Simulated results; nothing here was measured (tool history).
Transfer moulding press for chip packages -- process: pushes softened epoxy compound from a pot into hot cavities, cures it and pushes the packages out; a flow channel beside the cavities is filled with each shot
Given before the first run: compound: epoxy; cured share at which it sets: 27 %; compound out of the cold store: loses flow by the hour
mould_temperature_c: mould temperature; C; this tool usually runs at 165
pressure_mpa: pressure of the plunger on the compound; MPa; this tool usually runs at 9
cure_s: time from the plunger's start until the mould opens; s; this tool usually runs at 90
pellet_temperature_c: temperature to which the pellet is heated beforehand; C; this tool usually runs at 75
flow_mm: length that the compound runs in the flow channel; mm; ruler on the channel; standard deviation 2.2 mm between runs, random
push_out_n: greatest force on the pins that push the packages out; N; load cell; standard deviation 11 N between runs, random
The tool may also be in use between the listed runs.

| run | hour | mould_temperature_c | pressure_mpa | cure_s | pellet_temperature_c | incoming compound's hours out of the cold store | flow_mm | push_out_n |
|---|---|---|---|---|---|---|---|---|
| 1 | 0 | 165 | 9 | 90 | 75 | 9 | 1025 | 747 |
| 2 | 10.6 | 165 | 9 | 90 | 75 | 40.3 | 935 | 717 |
| 3 | 20.5 | 165 | 9 | 90 | 75 | 22.5 | 980 | 774 |
| 4 | 25.6 | 165 | 9 | 90 | 84 | 41.5 | 927 | 789 |
|  | 31.8 | cavities cleaned with cleaning compound and waxed |
| 5 | 33.3 | 165 | 9 | 90 | 84 | 46.5 | 915 | 499 |
| 6 | 44 | 165 | 9 | 90 | 84 | 32 | 950 | 590 |
| 7 | 48.7 | 165 | 9 | 90 | 84 | 10 | 1017 | 615 |
| 8 | 60.1 | 165 | 9 | 90 | 84 | 36.2 | 935 | 680 |
| 9 | 71.3 | 165 | 9.29 | 90 | 75 | 40.8 | 939 | 715 |
| 10 | 80.2 | 165 | 9 | 88 | 75 | 38.7 | 930 | 775 |
| 11 | 87.4 | 165 | 9 | 88 | 75 | 19 | 984 | 819 |
| 12 | 94.5 | 165 | 9 | 88 | 75 | 41.1 | 926 | 827 |
|  | 97.1 | mould's thermocouples calibrated |
|  | 101.1 | cavities cleaned with cleaning compound and waxed |
| 13 | 107 | 165 | 9 | 88 | 75 | 28.9 | 952 | 577 |
| 14 | 114.3 | 165 | 9 | 90 | 75 | 8.5 | 1011 | 619 |
| 15 | 125 | 157 | 7.13 | 90 | 75 | 42.9 | 847 | 997 |
| 16 | 132.2 | 170 | 7.13 | 90 | 75 | 15.7 | 865 | 613 |
| 17 | 143.1 | 170 | 7.13 | 90 | 75 | 31.4 | 822 | 645 |
| 18 | 152.9 | 171 | 7.13 | 90 | 74 | 18.2 | 854 | 677 |
|  | 155.4 | mould's thermocouples calibrated, once more |
| 19 | 163.2 | 171 | 7.41 | 90 | 85 | 27.7 | 847 | 718 |
|  | 167.2 | plunger's sealing rings changed |
|  | 172.9 | cavities cleaned with cleaning compound and waxed |
| 20 | 177.7 | 169 | 7.41 | 79 | 78 | 45.3 | 836 | 525 |
| 21 | 185.2 | 169 | 7.41 | 79 | 78 | 22.6 | 886 | 617 |
| 22 | 193 | 165 | 9 | 90 | 82 | 45.4 | 933 | 632 |
| 23 | 203.9 | 165 | 10.16 | 90 | 78 | 11.5 | 1093 | 715 |
| 24 | 212.4 | 165 | 10.16 | 90 | 78 | 16.5 | 1081 | 735 |
| 25 | 222.4 | 161 | 9.98 | 90 | 82 | 20.5 | 1066 | 917 |
| 26 | 230.8 | 160 | 9 | 90 | 77 | 38.3 | 967 | 1009 |
|  | 240.7 | cavities cleaned with cleaning compound and waxed |
| 27 | 242.5 | 160 | 9 | 90 | 77 | 22 | 1020 | 691 |
| 28 | 253.9 | 160 | 8.65 | 90 | 76 | 30.2 | 972 | 796 |

Below, each run's measurement less what the same run would have read without the hidden state. Both values contain the same run-to-run variation, but the gauge's scatter may not be the same in both:
Hidden state present: true mould temperature over the reading, C; pressure that reaches the compound, % of what is set; grip of the stained cavities, % over clean ones'; drift of the gauge itself on flow_mm, %; drift of the gauge itself on push_out_n, %.
| run | flow_mm | push_out_n |
|---|---|---|
| 1 | -19 | +220 |
| 2 | -18 | +236 |
| 3 | -20 | +272 |
| 4 | -19 | +284 |
| 5 | -19 | +7 |
| 6 | -20 | +77 |
| 7 | -23 | +104 |
| 8 | -22 | +166 |
| 9 | -22 | +206 |
| 10 | -24 | +248 |
| 11 | -26 | +273 |
| 12 | -25 | +290 |
| 13 | -27 | +32 |
| 14 | -29 | +80 |
| 15 | -25 | +192 |
| 16 | -26 | +160 |
| 17 | -25 | +199 |
| 18 | -27 | +226 |
| 19 | -25 | +255 |
| 20 | -1 | +36 |
| 21 | -2 | +87 |
| 22 | -3 | +127 |
| 23 | -4 | +183 |
| 24 | -5 | +216 |
| 25 | -6 | +297 |
| 26 | -6 | +350 |
| 27 | -7 | +17 |
| 28 | -8 | +119 |

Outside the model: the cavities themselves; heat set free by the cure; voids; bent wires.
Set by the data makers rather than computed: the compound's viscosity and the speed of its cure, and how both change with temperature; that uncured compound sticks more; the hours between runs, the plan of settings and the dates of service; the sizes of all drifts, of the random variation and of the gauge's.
